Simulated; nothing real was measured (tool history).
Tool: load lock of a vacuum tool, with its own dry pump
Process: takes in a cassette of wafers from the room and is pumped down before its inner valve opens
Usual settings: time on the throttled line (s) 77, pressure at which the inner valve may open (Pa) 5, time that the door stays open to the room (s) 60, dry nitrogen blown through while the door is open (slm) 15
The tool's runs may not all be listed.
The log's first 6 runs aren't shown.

run	hour	time on the throttled line (s)	pressure at which the inner valve may open (Pa)	time that the door stays open to the room (s)	dry nitrogen blown through while the door is open (slm)	hours that the pump has run since its overhaul	times that the door has closed on its seal	incoming humidity of the room's air, %	time from the closed door until the inner valve may open (s)	rise of the pressure with all valves shut (Pa/min)
7	1682.4	77	5	60	18	15044	34471	47.2	142.1	0.06
8	1894.6	77	5	60	18	15256	34902	43.1	141.9	0.061
9	2225.3	77	5	153	15	15587	35574	44.2	142.3	0.085
10	2548.9	77	5	60	15	15910	36231	46.7	142.1	0.065
11	2733.1	77	5	60	15	16095	36606	43	142.3	0.064
12	2941	77	5	60	15	16302	37028	44.3	141.9	0.078
13	3215.3	77	5	60	15	16577	37585	44.9	144.1	0.074
14	3428.6	77	5	60	15	16790	38019	41.5	143.5	0.075
15	3773.5	77	8	60	15	17135	38719	45.4	140.1	0.07
16	4005.5	89	5	60	15	17367	39191	46.3	152	0.079
17	4202.6	89	5	60	15	17564	39591	45.3	153	0.076
18	4553.1	89	5	60	15	17914	40303	43.8	152.9	0.074

Forecast run 19:
19	4894.9	46	6	181	32	18256	40998	46.9	?	?

time from the closed door until the inner valve may open (s): 119.4
rise of the pressure with all valves shut (Pa/min): 0.084
Without the tool's hidden state the same run would have given time from the closed door until the inner valve may open (s) 107.3, rise of the pressure with all valves shut (Pa/min) 0.022.
